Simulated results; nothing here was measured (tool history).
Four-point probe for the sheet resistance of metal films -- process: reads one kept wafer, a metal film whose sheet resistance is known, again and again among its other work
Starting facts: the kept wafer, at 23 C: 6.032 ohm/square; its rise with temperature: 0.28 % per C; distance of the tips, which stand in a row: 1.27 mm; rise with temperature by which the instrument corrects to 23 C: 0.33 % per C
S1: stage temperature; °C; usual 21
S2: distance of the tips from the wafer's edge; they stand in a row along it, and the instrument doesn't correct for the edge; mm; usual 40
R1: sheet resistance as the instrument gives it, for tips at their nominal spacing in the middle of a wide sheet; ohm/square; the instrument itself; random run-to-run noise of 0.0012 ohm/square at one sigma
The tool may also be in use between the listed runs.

run 1 hour=0.0 | S1=21 S2=40 | R1=6.052501
run 2 hour=19.9 | S1=21 S2=40 | R1=6.054137
run 3 hour=36.2 | S1=21 S2=40 | R1=6.052202
run 4 hour=58.8 | S1=24 S2=40 | R1=6.044151
run 5 hour=84.1 | S1=24 S2=40 | R1=6.045046
run 6 hour=96.1 | S1=24 S2=40 | R1=6.046968
run 7 hour=115.2 | S1=24 S2=40 | R1=6.045462
run 8 hour=128.7 | S1=24 S2=40 | R1=6.045552
run 9 hour=143.9 | S1=21 S2=40 | R1=6.055634
run 10 hour=158.2 | S1=19 S2=40 | R1=6.059279
run 11 hour=184.8 | S1=19 S2=40 | R1=6.062179
run 12 hour=207.0 | S1=20 S2=40 | R1=6.059062
run 13 hour=220.7 | S1=20 S2=40 | R1=6.058274
run 14 hour=237.2 | S1=20 S2=40 | R1=6.059569
run 15 hour=262.0 | S1=20 S2=40 | R1=6.059362
run 16 hour=276.5 | S1=34 S2=56 | R1=6.016257
run 17 hour=302.4 | S1=34 S2=56 | R1=6.018116
run 18 hour=317.4 | S1=34 S2=56 | R1=6.017910
run 19 hour=329.5 | S1=21 S2=41 | R1=6.056542
run 20 hour=342.5 | S1=20 S2=9 | R1=6.121349
run 21 hour=368.6 | S1=25 S2=19 | R1=6.057483
run 22 hour=389.8 | S1=25 S2=19 | R1=6.056573
run 23 hour=405.9 | S1=25 S2=19 | R1=6.058744
run 24 hour=420.4 | S1=25 S2=19 | R1=6.055388
run 25 hour=443.5 | S1=31 S2=46 | R1=6.028615
run 26 hour=469.7 | S1=29 S2=28 | R1=6.039973
run 27 hour=480.5 | S1=32 S2=40 | R1=6.027109
run 28 hour=500.6 | S1=19 S2=3 | R1=6.587277
run 29 hour=525.3 | S1=19 S2=3 | R1=6.591562
run 30 hour=540.0 | S1=19 S2=3 | R1=6.591360

Pick out some run-to-run changes in R1. Of each, how much would a tool without hidden state show as well, from the settings, what came in and chance, and how much is left for the hidden state and any gauge scatter not in both results compared?
What the log doesn't record here: inner tips' distance over the nominal, %; tips' flats over new ones', %; wafer's true temperature over the reading, C; drift of the gauge itself on sheet_ohm, %.
Run 19 -> 20: S1 21 -> 20, S2 41 -> 9. R1 +0.064807 ohm/square: hidden state +0.000334, all else +0.064473.
Run 20 -> 21: S1 20 -> 25, S2 9 -> 19. R1 -0.063866 ohm/square: hidden state +0.000110, all else -0.063976.
Run 25 -> 26: S1 31 -> 29, S2 46 -> 28. R1 +0.011358 ohm/square: hidden state +0.000344, all else +0.011014.
Run 27 -> 28: S1 32 -> 19, S2 40 -> 3. R1 +0.560168 ohm/square: hidden state +0.001857, all else +0.558311.

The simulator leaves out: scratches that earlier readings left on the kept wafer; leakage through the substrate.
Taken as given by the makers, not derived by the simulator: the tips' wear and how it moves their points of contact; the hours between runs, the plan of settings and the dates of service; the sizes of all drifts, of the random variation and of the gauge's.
